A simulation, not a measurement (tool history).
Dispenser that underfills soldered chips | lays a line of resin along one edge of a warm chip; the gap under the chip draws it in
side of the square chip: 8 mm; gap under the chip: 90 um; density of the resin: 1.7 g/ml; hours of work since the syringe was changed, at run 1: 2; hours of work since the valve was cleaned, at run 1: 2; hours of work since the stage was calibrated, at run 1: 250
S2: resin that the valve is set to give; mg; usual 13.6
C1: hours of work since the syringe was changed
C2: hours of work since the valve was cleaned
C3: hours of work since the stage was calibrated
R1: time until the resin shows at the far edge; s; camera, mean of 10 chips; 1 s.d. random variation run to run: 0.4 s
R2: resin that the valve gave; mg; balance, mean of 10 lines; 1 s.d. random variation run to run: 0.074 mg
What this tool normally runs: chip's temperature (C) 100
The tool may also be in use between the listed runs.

{"run": 1, "hour": 0.0, "chip's temperature (C)": 100, "S2": 13.6, "C1": 2, "C2": 2, "C3": 250, "R1": 29.6, "R2": 13.75}
{"run": 2, "hour": 10.0, "chip's temperature (C)": 105, "S2": 13.6, "C1": 8, "C2": 8, "C3": 256, "R1": 29.2, "R2": 13.58}
{"hour": 15.3, "done": "new syringe of resin"}
{"run": 3, "hour": 21.1, "chip's temperature (C)": 100, "S2": 12.0, "C1": 4, "C2": 15, "C3": 263, "R1": 33.3, "R2": 11.85}
{"run": 4, "hour": 31.5, "chip's temperature (C)": 100, "S2": 12.0, "C1": 10, "C2": 22, "C3": 270, "R1": 42.0, "R2": 11.78}
{"hour": 34.0, "done": "new syringe of resin"}
{"run": 5, "hour": 41.3, "chip's temperature (C)": 100, "S2": 17.4, "C1": 5, "C2": 28, "C3": 276, "R1": 31.1, "R2": 17.0}
{"run": 6, "hour": 49.3, "chip's temperature (C)": 100, "S2": 13.6, "C1": 10, "C2": 33, "C3": 281, "R1": 38.5, "R2": 13.29}
{"hour": 51.7, "done": "new syringe of resin"}
{"run": 7, "hour": 56.1, "chip's temperature (C)": 100, "S2": 13.6, "C1": 3, "C2": 37, "C3": 285, "R1": 31.2, "R2": 13.23}
{"hour": 69.9, "done": "new syringe of resin"}
{"run": 8, "hour": 70.0, "chip's temperature (C)": 100, "S2": 15.1, "C1": 0, "C2": 46, "C3": 294, "R1": 28.3, "R2": 14.54}
{"run": 9, "hour": 77.1, "chip's temperature (C)": 100, "S2": 13.6, "C1": 5, "C2": 50, "C3": 298, "R1": 33.2, "R2": 13.01}
{"hour": 88.0, "done": "new syringe of resin"}
{"run": 10, "hour": 88.6, "chip's temperature (C)": 100, "S2": 15.1, "C1": 0, "C2": 57, "C3": 305, "R1": 28.0, "R2": 14.33}
{"hour": 103.7, "done": "dispensing valve cleaned and set on the balance"}
{"run": 11, "hour": 104.2, "chip's temperature (C)": 100, "S2": 15.1, "C1": 10, "C2": 0, "C3": 315, "R1": 37.6, "R2": 15.11}
{"hour": 107.0, "done": "new syringe of resin"}
{"run": 12, "hour": 117.1, "chip's temperature (C)": 100, "S2": 13.6, "C1": 6, "C2": 8, "C3": 323, "R1": 34.8, "R2": 13.36}
{"hour": 124.5, "done": "new syringe of resin"}
{"run": 13, "hour": 124.5, "chip's temperature (C)": 100, "S2": 13.6, "C1": 0, "C2": 13, "C3": 327, "R1": 28.4, "R2": 13.48}
{"run": 14, "hour": 131.6, "chip's temperature (C)": 100, "S2": 13.6, "C1": 5, "C2": 17, "C3": 332, "R1": 33.3, "R2": 13.39}
{"run": 15, "hour": 141.2, "chip's temperature (C)": 100, "S2": 13.6, "C1": 11, "C2": 23, "C3": 338, "R1": 40.1, "R2": 13.34}
{"hour": 142.4, "done": "new syringe of resin"}
{"run": 16, "hour": 149.7, "chip's temperature (C)": 114, "S2": 16.0, "C1": 5, "C2": 29, "C3": 343, "R1": 18.6, "R2": 15.55}
{"hour": 160.1, "done": "new syringe of resin"}
{"run": 17, "hour": 164.4, "chip's temperature (C)": 107, "S2": 12.4, "C1": 3, "C2": 38, "C3": 352, "R1": 24.0, "R2": 12.04}
{"run": 18, "hour": 175.3, "chip's temperature (C)": 97, "S2": 15.0, "C1": 10, "C2": 45, "C3": 359, "R1": 44.1, "R2": 14.13}
{"hour": 178.2, "done": "new syringe of resin"}
{"run": 19, "hour": 186.5, "chip's temperature (C)": 111, "S2": 13.6, "C1": 5, "C2": 52, "C3": 366, "R1": 20.6, "R2": 13.02}
{"hour": 195.7, "done": "new syringe of resin"}
{"run": 20, "hour": 197.0, "chip's temperature (C)": 111, "S2": 13.6, "C1": 1, "C2": 58, "C3": 372, "R1": 18.7, "R2": 12.86}
{"run": 21, "hour": 206.0, "chip's temperature (C)": 87, "S2": 14.6, "C1": 7, "C2": 64, "C3": 378, "R1": 63.1, "R2": 13.79}
{"hour": 210.3, "done": "dispensing valve cleaned and set on the balance"}
{"hour": 215.2, "done": "new syringe of resin"}
{"run": 22, "hour": 215.2, "chip's temperature (C)": 103, "S2": 14.0, "C1": 0, "C2": 3, "C3": 383, "R1": 25.7, "R2": 13.88}
{"run": 23, "hour": 226.3, "chip's temperature (C)": 111, "S2": 14.4, "C1": 7, "C2": 10, "C3": 390, "R1": 23.2, "R2": 14.29}
{"hour": 233.8, "done": "new syringe of resin"}
{"run": 24, "hour": 239.3, "chip's temperature (C)": 111, "S2": 17.4, "C1": 3, "C2": 18, "C3": 398, "R1": 20.1, "R2": 17.13}
{"hour": 251.5, "done": "new syringe of resin"}
{"run": 25, "hour": 254.0, "chip's temperature (C)": 107, "S2": 17.4, "C1": 2, "C2": 27, "C3": 407, "R1": 22.2, "R2": 16.98}
{"run": 26, "hour": 263.3, "chip's temperature (C)": 90, "S2": 14.0, "C1": 8, "C2": 33, "C3": 413, "R1": 58.0, "R2": 13.52}
{"hour": 265.3, "done": "stage's temperature calibrated"}
{"hour": 271.2, "done": "new syringe of resin"}
{"run": 27, "hour": 277.0, "chip's temperature (C)": 90, "S2": 14.0, "C1": 4, "C2": 41, "C3": 7, "R1": 46.8, "R2": 13.46}
{"hour": 288.9, "done": "new syringe of resin"}
{"run": 28, "hour": 288.9, "chip's temperature (C)": 92, "S2": 17.0, "C1": 0, "C2": 48, "C3": 15, "R1": 37.3, "R2": 16.21}
{"run": 29, "hour": 304.0, "chip's temperature (C)": 97, "S2": 13.1, "C1": 10, "C2": 58, "C3": 24, "R1": 44.2, "R2": 12.32}
{"hour": 307.2, "done": "new syringe of resin"}
{"hour": 316.9, "done": "dispensing valve cleaned and set on the balance"}
{"run": 30, "hour": 320.3, "chip's temperature (C)": 104, "S2": 14.9, "C1": 8, "C2": 2, "C3": 34, "R1": 28.2, "R2": 14.86}

Below are 5 alternative next runs, each starting from the tool's condition after run 30. Predict each:
{"hour": 326.6, "done": "new syringe of resin"}
{"run": "A", "hour": 333.3, "chip's temperature (C)": 91, "S2": 15.6, "C1": 4, "C2": 10, "C3": 42, "R1": "?", "R2": "?"}
{"hour": 326.6, "done": "new syringe of resin"}
{"run": "B", "hour": 333.3, "chip's temperature (C)": 97, "S2": 12.2, "C1": 4, "C2": 10, "C3": 42, "R1": "?", "R2": "?"}
{"hour": 326.6, "done": "new syringe of resin"}
{"run": "C", "hour": 333.3, "chip's temperature (C)": 100, "S2": 14.3, "C1": 4, "C2": 10, "C3": 42, "R1": "?", "R2": "?"}
{"hour": 326.6, "done": "new syringe of resin"}
{"run": "D", "hour": 333.3, "chip's temperature (C)": 91, "S2": 15.7, "C1": 4, "C2": 10, "C3": 42, "R1": "?", "R2": "?"}
{"hour": 326.6, "done": "new syringe of resin"}
{"run": "E", "hour": 333.3, "chip's temperature (C)": 92, "S2": 14.1, "C1": 4, "C2": 10, "C3": 42, "R1": "?", "R2": "?"}

run=A R1=46.3 R2=15.31
run=B R1=37.8 R2=12.09
run=C R1=31.7 R2=14.04
run=D R1=45.7 R2=15.46
run=E R1=44.1 R2=13.93
Without the tool's hidden state the same runs would have given:
run=A R1=39.2 R2=15.49
run=B R1=32.0 R2=12.24
run=C R1=26.8 R2=14.21
run=D R1=38.6 R2=15.65
run=E R1=37.3 R2=14.09
